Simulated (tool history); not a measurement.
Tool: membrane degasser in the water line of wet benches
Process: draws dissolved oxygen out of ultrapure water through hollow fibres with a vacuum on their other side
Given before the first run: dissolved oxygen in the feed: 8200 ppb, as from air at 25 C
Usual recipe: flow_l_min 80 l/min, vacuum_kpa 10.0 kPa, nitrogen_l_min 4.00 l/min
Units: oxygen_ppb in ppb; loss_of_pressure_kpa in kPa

Run 1, hour 0.0: usual settings. Result: oxygen_ppb 395.0 ppb, loss_of_pressure_kpa 60.53 kPa.
Run 2, hour 168.4: usual settings. Result: oxygen_ppb 391.7 ppb, loss_of_pressure_kpa 60.34 kPa.
Run 3, hour 341.7: usual settings. Result: oxygen_ppb 393.0 ppb, loss_of_pressure_kpa 60.21 kPa.
Run 4, hour 424.4: usual settings. Result: oxygen_ppb 384.0 ppb, loss_of_pressure_kpa 60.56 kPa.
Run 5, hour 557.1: usual settings. Result: oxygen_ppb 384.5 ppb, loss_of_pressure_kpa 60.79 kPa.
Run 6, hour 670.6: usual settings but nitrogen_l_min 4.87 l/min. Result: oxygen_ppb 341.5 ppb, loss_of_pressure_kpa 60.42 kPa.
Run 7, hour 838.2: usual settings but nitrogen_l_min 4.87 l/min. Result: oxygen_ppb 344.2 ppb, loss_of_pressure_kpa 60.47 kPa.
Run 8, hour 950.5: usual settings but nitrogen_l_min 4.87 l/min. Result: oxygen_ppb 343.0 ppb, loss_of_pressure_kpa 60.13 kPa.
Run 9, hour 1029.4: usual settings but nitrogen_l_min 4.87 l/min. Result: oxygen_ppb 342.7 ppb, loss_of_pressure_kpa 60.95 kPa.
Run 10, hour 1099.4: usual settings but nitrogen_l_min 4.87 l/min. Result: oxygen_ppb 347.9 ppb, loss_of_pressure_kpa 60.20 kPa.
Run 11, hour 1210.8: usual settings but nitrogen_l_min 4.87 l/min. Result: oxygen_ppb 342.9 ppb, loss_of_pressure_kpa 60.36 kPa.
Run 12, hour 1304.8: usual settings. Result: oxygen_ppb 390.3 ppb, loss_of_pressure_kpa 60.27 kPa.
Run 13, hour 1374.7: usual settings. Result: oxygen_ppb 391.5 ppb, loss_of_pressure_kpa 60.53 kPa.
Run 14, hour 1532.0: usual settings. Result: oxygen_ppb 380.9 ppb, loss_of_pressure_kpa 60.47 kPa.
Run 15, hour 1638.5: usual settings. Result: oxygen_ppb 382.4 ppb, loss_of_pressure_kpa 60.61 kPa.
Run 16, hour 1802.4: usual settings. Result: oxygen_ppb 384.2 ppb, loss_of_pressure_kpa 60.64 kPa.
Run 17, hour 1947.6: usual settings. Result: oxygen_ppb 385.6 ppb, loss_of_pressure_kpa 60.50 kPa.
Run 18, hour 2039.1: usual settings but flow_l_min 82 l/min, vacuum_kpa 7.7 kPa, nitrogen_l_min 8.74 l/min. Result: oxygen_ppb 206.7 ppb, loss_of_pressure_kpa 61.88 kPa.
Run 19, hour 2141.3: usual settings but flow_l_min 82 l/min, vacuum_kpa 7.8 kPa, nitrogen_l_min 9.19 l/min. Result: oxygen_ppb 207.4 ppb, loss_of_pressure_kpa 61.96 kPa.
Run 20, hour 2285.9: usual settings but flow_l_min 82 l/min, vacuum_kpa 7.8 kPa, nitrogen_l_min 9.19 l/min. Result: oxygen_ppb 209.5 ppb, loss_of_pressure_kpa 62.03 kPa.
Run 21, hour 2381.3: usual settings but flow_l_min 106 l/min, vacuum_kpa 7.8 kPa, nitrogen_l_min 9.19 l/min. Result: oxygen_ppb 384.0 ppb, loss_of_pressure_kpa 80.34 kPa.
Run 22, hour 2463.5: usual settings but flow_l_min 106 l/min, vacuum_kpa 7.8 kPa, nitrogen_l_min 9.19 l/min. Result: oxygen_ppb 377.2 ppb, loss_of_pressure_kpa 80.05 kPa.
Run 23, hour 2543.8: usual settings but vacuum_kpa 24.6 kPa, nitrogen_l_min 3.66 l/min. Result: oxygen_ppb 1017.1 ppb, loss_of_pressure_kpa 60.41 kPa.
Run 24, hour 2638.2: usual settings but flow_l_min 97 l/min, vacuum_kpa 24.6 kPa, nitrogen_l_min 3.66 l/min. Result: oxygen_ppb 1238.6 ppb, loss_of_pressure_kpa 73.30 kPa.
Run 25, hour 2804.1: usual settings but flow_l_min 97 l/min, vacuum_kpa 24.6 kPa, nitrogen_l_min 2.22 l/min. Result: oxygen_ppb 1679.1 ppb, loss_of_pressure_kpa 73.62 kPa.
Run 26, hour 2916.9: usual settings but flow_l_min 61 l/min, vacuum_kpa 15.1 kPa, nitrogen_l_min 3.24 l/min. Result: oxygen_ppb 504.7 ppb, loss_of_pressure_kpa 45.91 kPa.
Run 27, hour 3065.6: usual settings but flow_l_min 124 l/min, vacuum_kpa 12.2 kPa, nitrogen_l_min 3.24 l/min. Result: oxygen_ppb 1012.9 ppb, loss_of_pressure_kpa 93.32 kPa.
Run 28, hour 3183.9: usual settings but flow_l_min 124 l/min, vacuum_kpa 12.2 kPa, nitrogen_l_min 4.44 l/min. Result: oxygen_ppb 866.8 ppb, loss_of_pressure_kpa 93.90 kPa.
Run 29, hour 3288.2: usual settings but flow_l_min 124 l/min, vacuum_kpa 12.2 kPa, nitrogen_l_min 4.44 l/min. Result: oxygen_ppb 868.1 ppb, loss_of_pressure_kpa 93.55 kPa.
Run 30, hour 3414.8: usual settings but nitrogen_l_min 3.42 l/min. Result: oxygen_ppb 434.3 ppb, loss_of_pressure_kpa 60.40 kPa.
Run 31, hour 3517.8: usual settings but nitrogen_l_min 3.42 l/min. Result: oxygen_ppb 425.4 ppb, loss_of_pressure_kpa 60.18 kPa.
Run 32, hour 3663.8: usual settings but vacuum_kpa 12.3 kPa, nitrogen_l_min 6.53 l/min. Result: oxygen_ppb 350.3 ppb, loss_of_pressure_kpa 60.30 kPa.

Put back what was entered between runs (2 entries, withheld): which listed runs does each sit between, and how does the hidden state differ from the listed run before to the listed run after?
From run 2 to run 3: seals of the vacuum lines changed (hour 252.2)
  air that leaks in behind the membrane, l/min: 0.0026 -> 0.002
From run 20 to run 21: vacuum gauge calibrated (hour 2338.8)
  the hidden state is the same at both runs
